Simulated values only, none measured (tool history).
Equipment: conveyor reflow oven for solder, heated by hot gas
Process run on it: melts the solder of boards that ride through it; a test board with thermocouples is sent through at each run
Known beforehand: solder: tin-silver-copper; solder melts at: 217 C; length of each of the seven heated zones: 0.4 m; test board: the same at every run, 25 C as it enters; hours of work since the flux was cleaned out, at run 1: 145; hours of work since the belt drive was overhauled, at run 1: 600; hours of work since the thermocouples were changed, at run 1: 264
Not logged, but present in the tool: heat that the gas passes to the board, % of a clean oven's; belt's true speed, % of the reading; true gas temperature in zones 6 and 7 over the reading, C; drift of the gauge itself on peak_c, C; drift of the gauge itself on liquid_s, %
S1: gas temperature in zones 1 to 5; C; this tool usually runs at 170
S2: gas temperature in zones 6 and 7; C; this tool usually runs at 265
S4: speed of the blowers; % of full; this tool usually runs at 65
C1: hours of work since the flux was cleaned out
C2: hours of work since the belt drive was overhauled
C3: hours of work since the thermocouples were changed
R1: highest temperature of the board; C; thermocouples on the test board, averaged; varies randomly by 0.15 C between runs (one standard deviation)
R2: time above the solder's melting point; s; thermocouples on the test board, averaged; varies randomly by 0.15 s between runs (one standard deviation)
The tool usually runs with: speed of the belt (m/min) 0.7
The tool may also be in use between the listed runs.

{"run": 1, "hour": 0.0, "S1": 170, "S2": 265, "speed of the belt (m/min)": 0.7, "S4": 65, "C1": 145, "C2": 600, "C3": 264, "R1": 246, "R2": 45.5}
{"run": 2, "hour": 22.2, "S1": 170, "S2": 265, "speed of the belt (m/min)": 0.7, "S4": 65, "C1": 156, "C2": 610, "C3": 274, "R1": 246, "R2": 45}
{"run": 3, "hour": 43.9, "S1": 170, "S2": 265, "speed of the belt (m/min)": 0.7, "S4": 65, "C1": 166, "C2": 620, "C3": 284, "R1": 245.9, "R2": 45.1}
{"run": 4, "hour": 56.0, "S1": 170, "S2": 265, "speed of the belt (m/min)": 0.7, "S4": 65, "C1": 171, "C2": 625, "C3": 290, "R1": 245.9, "R2": 44.9}
{"run": 5, "hour": 68.7, "S1": 170, "S2": 270, "speed of the belt (m/min)": 0.7, "S4": 65, "C1": 177, "C2": 631, "C3": 295, "R1": 249.8, "R2": 48.1}
{"run": 6, "hour": 81.2, "S1": 157, "S2": 265, "speed of the belt (m/min)": 0.7, "S4": 65, "C1": 183, "C2": 637, "C3": 301, "R1": 243, "R2": 38.8}
{"run": 7, "hour": 96.2, "S1": 157, "S2": 265, "speed of the belt (m/min)": 0.7, "S4": 65, "C1": 190, "C2": 644, "C3": 308, "R1": 242.8, "R2": 38.8}
{"run": 8, "hour": 105.6, "S1": 170, "S2": 265, "speed of the belt (m/min)": 0.7, "S4": 86, "C1": 194, "C2": 648, "C3": 312, "R1": 249.4, "R2": 48.8}
{"run": 9, "hour": 119.2, "S1": 170, "S2": 265, "speed of the belt (m/min)": 0.7, "S4": 86, "C1": 200, "C2": 654, "C3": 319, "R1": 249.3, "R2": 48.7}
{"run": 10, "hour": 141.0, "S1": 170, "S2": 265, "speed of the belt (m/min)": 0.7, "S4": 86, "C1": 210, "C2": 664, "C3": 329, "R1": 249, "R2": 48.6}
{"run": 11, "hour": 160.1, "S1": 170, "S2": 265, "speed of the belt (m/min)": 0.7, "S4": 65, "C1": 219, "C2": 673, "C3": 337, "R1": 245.5, "R2": 44.7}
{"run": 12, "hour": 172.9, "S1": 164, "S2": 255, "speed of the belt (m/min)": 0.7, "S4": 60, "C1": 225, "C2": 679, "C3": 343, "R1": 234.8, "R2": 32.3}
{"run": 13, "hour": 193.2, "S1": 164, "S2": 255, "speed of the belt (m/min)": 0.7, "S4": 60, "C1": 234, "C2": 688, "C3": 353, "R1": 234.7, "R2": 32.5}
{"run": 14, "hour": 210.6, "S1": 184, "S2": 265, "speed of the belt (m/min)": 0.7, "S4": 65, "C1": 242, "C2": 696, "C3": 361, "R1": 248.2, "R2": 52.3}
{"run": 15, "hour": 229.7, "S1": 166, "S2": 265, "speed of the belt (m/min)": 0.7, "S4": 83, "C1": 251, "C2": 705, "C3": 369, "R1": 247.8, "R2": 46.5}
{"run": 16, "hour": 247.8, "S1": 166, "S2": 265, "speed of the belt (m/min)": 0.7, "S4": 83, "C1": 259, "C2": 714, "C3": 378, "R1": 247.8, "R2": 46.4}
{"run": 17, "hour": 258.3, "S1": 160, "S2": 263, "speed of the belt (m/min)": 0.7, "S4": 65, "C1": 264, "C2": 718, "C3": 383, "R1": 241.3, "R2": 38.5}
{"hour": 278.3, "done": "flux residue cleaned out of gas plates and filters"}
{"run": 18, "hour": 278.8, "S1": 170, "S2": 263, "speed of the belt (m/min)": 0.769, "S4": 65, "C1": 0, "C2": 726, "C3": 390, "R1": 242.1, "R2": 38}
{"run": 19, "hour": 298.9, "S1": 160, "S2": 270, "speed of the belt (m/min)": 0.7, "S4": 69, "C1": 9, "C2": 735, "C3": 399, "R1": 250.2, "R2": 46.3}
{"run": 20, "hour": 320.4, "S1": 173, "S2": 266, "speed of the belt (m/min)": 0.667, "S4": 71, "C1": 19, "C2": 745, "C3": 409, "R1": 251.1, "R2": 53.8}
{"run": 21, "hour": 336.4, "S1": 161, "S2": 257, "speed of the belt (m/min)": 0.7, "S4": 51, "C1": 27, "C2": 752, "C3": 416, "R1": 234.7, "R2": 31.2}
{"run": 22, "hour": 356.2, "S1": 161, "S2": 257, "speed of the belt (m/min)": 0.7, "S4": 51, "C1": 36, "C2": 761, "C3": 425, "R1": 234.7, "R2": 31.3}

What if the next run were any one of these 4? Each begins from the tool's condition after run 22:
{"run": "A", "hour": 375.2, "S1": 160, "S2": 254, "speed of the belt (m/min)": 0.7, "S4": 82, "C1": 45, "C2": 770, "C3": 434, "R1": "?", "R2": "?"}
{"run": "B", "hour": 375.2, "S1": 165, "S2": 257, "speed of the belt (m/min)": 0.7, "S4": 59, "C1": 45, "C2": 770, "C3": 434, "R1": "?", "R2": "?"}
{"run": "C", "hour": 375.2, "S1": 168, "S2": 265, "speed of the belt (m/min)": 0.751, "S4": 81, "C1": 45, "C2": 770, "C3": 434, "R1": "?", "R2": "?"}
{"run": "D", "hour": 375.2, "S1": 161, "S2": 255, "speed of the belt (m/min)": 0.782, "S4": 51, "C1": 45, "C2": 770, "C3": 434, "R1": "?", "R2": "?"}

run=A R1=239 R2=37.8
run=B R1=238 R2=36.2
run=C R1=247.2 R2=43
run=D R1=228.6 R2=19.8
What these runs would have given with no unlogged condition in the tool:
run=A R1=238.3 R2=36.4
run=B R1=237.2 R2=34.7
run=C R1=246.5 R2=41.7
run=D R1=227.7 R2=18.3
